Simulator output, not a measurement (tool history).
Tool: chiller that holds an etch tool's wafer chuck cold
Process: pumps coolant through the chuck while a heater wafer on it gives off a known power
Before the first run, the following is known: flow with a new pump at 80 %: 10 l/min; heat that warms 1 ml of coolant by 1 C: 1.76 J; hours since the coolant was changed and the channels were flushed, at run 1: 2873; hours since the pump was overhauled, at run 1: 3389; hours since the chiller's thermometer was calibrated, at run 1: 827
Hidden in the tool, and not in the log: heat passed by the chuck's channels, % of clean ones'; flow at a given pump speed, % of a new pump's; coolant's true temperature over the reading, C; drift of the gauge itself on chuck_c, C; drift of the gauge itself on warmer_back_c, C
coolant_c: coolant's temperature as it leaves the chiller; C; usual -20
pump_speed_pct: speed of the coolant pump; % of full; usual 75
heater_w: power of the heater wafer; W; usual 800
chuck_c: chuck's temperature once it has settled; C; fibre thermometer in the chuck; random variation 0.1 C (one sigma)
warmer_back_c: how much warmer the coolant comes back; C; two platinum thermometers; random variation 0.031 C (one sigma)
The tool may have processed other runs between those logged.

run,day,coolant_c,pump_speed_pct,heater_w,hours since the coolant was changed and the channels were flushed,hours since the pump was overhauled,hours since the chiller's thermometer was calibrated,chuck_c,warmer_back_c
1,0.000,-20,75,800,2873,3389,827,-12.7,2.97
2,2.683,-20,75,800,2938,3453,891,-12.7,2.91
3,5.062,-20,75,800,2995,3510,949,-12.6,2.93
4,8.079,-20,79,800,3067,3582,1021,-13.0,2.69
5,11.183,-20,74,800,3142,3657,1095,-12.7,2.96
6,15.862,-20,82,800,3254,3769,1208,-13.2,2.60
7,18.712,-20,82,800,3322,3838,1276,-13.1,2.60
8,23.567,-20,82,800,3439,3954,1393,-13.2,2.57
9,28.312,-20,82,800,3553,4068,1507,-13.2,2.62
10,31.758,-12,75,800,3636,4151,1589,-4.7,2.89
11,34.004,-12,75,800,3689,4205,1643,-4.5,2.83
12,36.979,-12,75,800,3761,4276,1715,-4.7,2.85
13,40.792,-20,75,490,3852,4368,1806,-15.4,1.72
14,43.450,-20,73,800,3916,4431,1870,-12.5,2.92
15,45.992,-20,73,800,3977,4492,1931,-12.6,2.89
16,49.362,-20,73,800,4058,4573,2012,-12.6,2.92
17,52.854,-20,73,800,4142,4657,2096,-12.5,2.93
18,56.517,-19,78,470,4230,4745,2183,-14.7,1.51
19,61.071,-19,78,829,4339,4854,2293,-11.6,2.80
20,65.442,-20,61,476,4444,4959,2398,-14.9,2.04
21,70.312,-17,85,476,4561,5076,2515,-13.0,1.44
22,73.554,-13,75,800,4639,5154,2592,-5.7,2.79
23,77.754,-12,75,800,4739,5255,2693,-4.6,2.76
24,82.700,-12,75,482,4858,5373,2812,-7.6,1.62
25,85.146,-20,94,428,4917,5432,2871,-16.7,1.07
26,88.962,-20,94,428,5008,5524,2962,-16.7,1.09
27,92.238,-29,82,640,5087,5602,3041,-23.5,2.03
28,96.358,-21,94,581,5186,5701,3140,-16.4,1.53
29,100.354,-21,94,813,5282,5797,3236,-14.8,2.12
30,102.642,-23,95,884,5337,5852,3290,-16.2,2.30
31,105.062,-23,83,994,5395,5910,3349,-14.8,3.03
32,109.900,-23,83,994,5511,6026,3465,-14.3,3.06
33,114.829,-24,67,800,5629,6144,3583,-16.0,3.09

Forecast each of these 3 alternatives for the next run:
A,117.262,-15,67,800,5688,6203,3641,?,?
B,117.262,-17,67,935,5688,6203,3641,?,?
C,117.262,-19,67,800,5688,6203,3641,?,?

run,chuck_c,warmer_back_c
A,-6.9,3.09
B,-7.7,3.65
C,-11.0,3.12
What these runs would have given with no unlogged condition in the tool:
run,chuck_c,warmer_back_c
A,-6.9,3.28
B,-7.8,3.84
C,-11.0,3.31
